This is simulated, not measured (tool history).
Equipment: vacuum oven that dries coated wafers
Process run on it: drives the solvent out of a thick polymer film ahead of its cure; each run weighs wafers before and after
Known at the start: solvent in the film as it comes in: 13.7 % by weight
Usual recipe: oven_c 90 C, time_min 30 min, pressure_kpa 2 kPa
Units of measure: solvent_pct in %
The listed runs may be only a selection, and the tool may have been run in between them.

run	day	oven_c	time_min	pressure_kpa	solvent_pct
1	0	90	30	2	1.48
2	0.892	90	30	2	1.59
3	1.708	90	30	2.05	1.56
4	2.679	90	30	2.05	1.55
5	3.567	90	30	2.05	1.56
6	4.3	90	30	2.05	1.56
7	4.929	90	30	2.05	1.52
8	5.717	90	30	2.05	1.56
9	6.371	90	30	2	1.49
10	7.204	87	30	2	2.02
11	7.875	87	30	2	2.01
12	8.788	83	22	1.08	3.69
13	9.558	83	22	1.08	3.67
14	10.588	83	22	1.08	3.65
15	11.079	90	38	4.16	1.82
16	11.562	90	38	4.16	1.8
17	12.546	88	35	5.98	2.83
18	13.35	88	35	5.98	2.87
19	13.825	86	30	1.22	1.95

Same runs, no hidden state in the tool, same run-to-run variation:
Unlogged tool condition in this case: true wafer temperature over the reading, C; true pressure over the reading, kPa; drift of the gauge itself on solvent_pct, %.
run	solvent_pct
1	1.78
2	1.91
3	1.87
4	1.87
5	1.88
6	1.87
7	1.84
8	1.88
9	1.81
10	2.41
11	2.41
12	4.21
13	4.19
14	4.17
15	2.1
16	2.06
17	3.23
18	3.27
19	2.37

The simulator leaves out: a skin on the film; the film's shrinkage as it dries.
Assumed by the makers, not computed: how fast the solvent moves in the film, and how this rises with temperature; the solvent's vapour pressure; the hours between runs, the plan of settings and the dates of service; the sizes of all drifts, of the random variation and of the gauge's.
